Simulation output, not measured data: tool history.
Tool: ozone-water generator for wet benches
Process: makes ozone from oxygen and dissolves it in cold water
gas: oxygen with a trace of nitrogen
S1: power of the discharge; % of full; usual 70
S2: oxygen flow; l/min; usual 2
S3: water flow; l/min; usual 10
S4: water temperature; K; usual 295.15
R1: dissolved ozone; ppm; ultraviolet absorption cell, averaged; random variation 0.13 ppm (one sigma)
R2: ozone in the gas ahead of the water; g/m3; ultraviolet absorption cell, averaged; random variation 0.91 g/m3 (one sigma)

run,hour,S1,S2,S3,S4,R1,R2
1,0,70,2,10,295.15,12.1,148.6
2,55.7,70,2,10,295.15,12.4,147.4
3,114.1,70,2,10,295.15,12.3,147.6
4,155.9,70,2,10,295.15,12.1,147.1
5,207.2,70,2,10,295.15,12.1,146.5
6,245.8,70,2,10,295.15,12.1,148.8
7,291.8,70,2,10,295.15,12.2,147
8,354.1,70,2,10,295.15,12.3,147.2
9,406.2,70,2,10,295.15,12.1,145.3
10,490.6,70,2,10,295.15,12.3,145.3
11,577.2,70,2,10,295.15,12,145
12,624,70,2,10,295.15,12.1,146.6
13,678.5,70,2.74,10,292.15,12,119.5
14,760.1,70,2.18,10,294.15,12.1,138.8
15,842.8,70,2.18,10,294.15,12.1,138.5
16,897,70,2.18,10,294.15,12,137.2
17,953.4,88,1.86,8,302.15,14.2,167.4
# hour 964.5: contactor cleaned
18,1017,70,2.62,10,295.15,11.3,122.1
19,1073.3,70,2,7,290.15,16.8,144
20,1131.1,70,2,7,290.15,16.7,143.6
21,1219.1,70,2,8,295.15,14.1,144.3
# hour 1242.5: contactor cleaned, once more
22,1271.2,70,1.42,9,295.15,13.5,179.1
23,1333,70,1.42,9,295.15,13.6,177.7
24,1396.8,59,1.04,10,288.15,11.9,199.6

Forecast each of these 3 alternatives for the next run:
A,1473.7,43,2,11,296.15,?,?
B,1473.7,86,2,13,292.15,?,?
C,1473.7,59,3.15,10,288.15,?,?

run,R1,R2
A,9,113.6
B,11.3,158.5
C,12.2,99.6
Without the tool's hidden state the same runs would have given:
run,R1,R2
A,9.5,119.3
B,12.3,170.1
C,13.1,105.6

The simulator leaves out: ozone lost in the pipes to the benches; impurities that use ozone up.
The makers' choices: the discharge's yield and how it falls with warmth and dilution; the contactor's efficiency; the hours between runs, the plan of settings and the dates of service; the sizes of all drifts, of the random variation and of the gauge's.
